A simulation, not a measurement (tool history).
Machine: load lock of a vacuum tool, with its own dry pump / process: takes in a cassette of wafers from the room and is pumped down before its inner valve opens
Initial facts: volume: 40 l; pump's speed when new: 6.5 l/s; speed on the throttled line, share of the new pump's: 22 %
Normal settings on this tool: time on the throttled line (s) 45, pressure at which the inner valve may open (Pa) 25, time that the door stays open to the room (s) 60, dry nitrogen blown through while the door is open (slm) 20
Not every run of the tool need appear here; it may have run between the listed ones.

run    hour  time on the throttled line (s)  pressure at which the inner valve may open (Pa)  time that the door stays open to the room (s)  dry nitrogen blown through while the door is open (slm)  incoming humidity of the room's air, %  time from the closed door until the inner valve may open (s)  rise of the pressure with all valves shut (Pa/min)
  1     0.0                              45                                               25                                             60                                                       20                                    46.9                                                          87.5                                               0.019
  2   178.0                              45                                               25                                             60                                                       20                                    42.7                                                          86.9                                               0.016
  3   390.5                              31                                               25                                             60                                                       20                                    43.9                                                          76.8                                               0.018
  4   591.0                              45                                               25                                             60                                                       20                                    49.4                                                          86.8                                               0.019
  5   686.3                              32                                               25                                             60                                                       20                                    47.9                                                          76.4                                               0.022
      846.7  -- dry pump taken out, an overhauled one fitted
  6   886.0                              31                                               29                                             60                                                       20                                    45.9                                                          73.9                                               0.019
  7  1032.2                              67                                               31                                             60                                                       13                                    47.6                                                         103.5                                               0.021
  8  1125.5                              88                                               25                                             60                                                       15                                    43.9                                                         121.7                                               0.021
  9  1299.4                              88                                               25                                             60                                                       15                                    45.3                                                         119.5                                               0.021
 10  1480.9                              88                                               25                                            144                                                       13                                    44.7                                                         118.9                                               0.031

Predict each of these 4 candidate next runs independently; none follows another, all start after run 10:
  A  1599.8                              45                                               34                                             73                                                       15                                    45.2                                                             ?                                                   ?
  B  1599.8                              45                                               41                                            222                                                        7                                    46.1                                                             ?                                                   ?
  C  1599.8                              47                                               25                                             37                                                       13                                    45.3                                                             ?                                                   ?
  D  1599.8                              45                                               30                                             60                                                       20                                    45.7                                                             ?                                                   ?

run  time from the closed door until the inner valve may open (s)  rise of the pressure with all valves shut (Pa/min)
  A                                                          84.8                                               0.023
  B                                                          83.9                                               0.052
  C                                                          88.2                                               0.015
  D                                                          85.4                                               0.018
With no hidden state in the tool, these same runs would have given:
run  time from the closed door until the inner valve may open (s)  rise of the pressure with all valves shut (Pa/min)
  A                                                          84.8                                               0.022
  B                                                          83.9                                               0.051
  C                                                          88.2                                               0.014
  D                                                          85.4                                               0.017
